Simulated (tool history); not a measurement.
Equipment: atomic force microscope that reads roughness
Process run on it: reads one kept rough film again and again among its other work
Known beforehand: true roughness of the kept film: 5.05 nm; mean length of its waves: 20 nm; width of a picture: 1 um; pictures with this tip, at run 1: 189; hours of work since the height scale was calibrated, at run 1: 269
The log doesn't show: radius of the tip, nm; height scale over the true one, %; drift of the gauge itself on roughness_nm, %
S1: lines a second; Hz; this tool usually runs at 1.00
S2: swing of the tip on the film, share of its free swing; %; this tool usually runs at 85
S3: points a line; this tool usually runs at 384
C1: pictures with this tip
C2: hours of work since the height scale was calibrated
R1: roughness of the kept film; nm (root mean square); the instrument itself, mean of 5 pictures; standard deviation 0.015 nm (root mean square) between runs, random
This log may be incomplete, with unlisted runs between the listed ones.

Run 1, hour 0.0: usual settings; C1 189; C2 269. Result: R1 2.355 nm (root mean square).
Run 2, hour 37.5: usual settings; C1 230; C2 293. Result: R1 2.228 nm (root mean square).
Run 3, hour 72.0: usual settings but S3 705; C1 268; C2 314. Result: R1 2.121 nm (root mean square).
Run 4, hour 128.3: usual settings but S3 705; C1 330; C2 350. Result: R1 1.935 nm (root mean square).
Run 5, hour 178.8: usual settings but S3 705; C1 385; C2 381. Result: R1 1.805 nm (root mean square).
At hour 191.6: new tip fitted.
Run 6, hour 223.6: usual settings but S3 705; C1 35; C2 409. Result: R1 3.231 nm (root mean square).
At hour 227.9: height scale calibrated on a step standard.
Run 7, hour 269.2: usual settings but S1 3.50 Hz, S3 705; C1 84; C2 26. Result: R1 2.585 nm (root mean square).
Run 8, hour 346.0: usual settings but S1 3.50 Hz, S3 705; C1 169; C2 74. Result: R1 2.217 nm (root mean square).
Run 9, hour 390.7: usual settings but S2 73 %; C1 218; C2 102. Result: R1 2.321 nm (root mean square).
Run 10, hour 455.5: usual settings but S3 660; C1 289; C2 143. Result: R1 2.070 nm (root mean square).
Run 11, hour 503.3: usual settings but S3 361; C1 342; C2 173. Result: R1 1.893 nm (root mean square).
Run 12, hour 551.1: usual settings but S2 86 %, S3 751; C1 394; C2 202. Result: R1 1.799 nm (root mean square).
At hour 558.9: new tip fitted.
Run 13, hour 599.2: usual settings but S1 0.88 Hz, S2 72 %, S3 534; C1 45; C2 232. Result: R1 3.189 nm (root mean square).
Run 14, hour 653.4: usual settings but S1 1.18 Hz, S2 81 %, S3 326; C1 104; C2 266. Result: R1 2.730 nm (root mean square).
At hour 695.6: height scale calibrated on a step standard, once more.
Run 15, hour 712.5: usual settings but S2 81 %, S3 436; C1 168; C2 11. Result: R1 2.528 nm (root mean square).
Run 16, hour 749.7: usual settings but S2 81 %, S3 436; C1 209; C2 34. Result: R1 2.348 nm (root mean square).
Run 17, hour 799.7: usual settings but S2 81 %, S3 436; C1 264; C2 65. Result: R1 2.174 nm (root mean square).
Run 18, hour 872.4: usual settings but S1 1.52 Hz, S2 66 %, S3 884; C1 344; C2 111. Result: R1 1.989 nm (root mean square).
Run 19, hour 903.6: usual settings but S1 0.90 Hz, S2 74 %, S3 387; C1 379; C2 130. Result: R1 1.856 nm (root mean square).
At hour 925.4: new tip fitted.
Run 20, hour 947.1: usual settings but S1 1.05 Hz, S2 74 %, S3 387; C1 24; C2 157. Result: R1 3.338 nm (root mean square).
Run 21, hour 1012.0: usual settings but S2 68 %; C1 95; C2 198. Result: R1 2.892 nm (root mean square).

Each row is a separate what-if for the run after 21, all from the same tool condition, not one after another. Results?
Run A, hour 1083.5: usual settings but S2 88 %, S3 472; C1 174; C2 243. Result: R1 ?.
Run B, hour 1083.5: usual settings but S1 3.71 Hz, S2 82 %; C1 174; C2 243. Result: R1 ?.
Run C, hour 1083.5: usual settings but S2 58 %, S3 830; C1 174; C2 243. Result: R1 ?.
Run D, hour 1083.5: usual settings but S1 1.36 Hz, S2 57 %, S3 496; C1 174; C2 243. Result: R1 ?.

run     R1
  A  2.463
  B  2.205
  C  2.595
  D  2.570
Without the tool's hidden state the same runs would have given:
run     R1
  A  3.504
  B  3.141
  C  3.691
  D  3.655
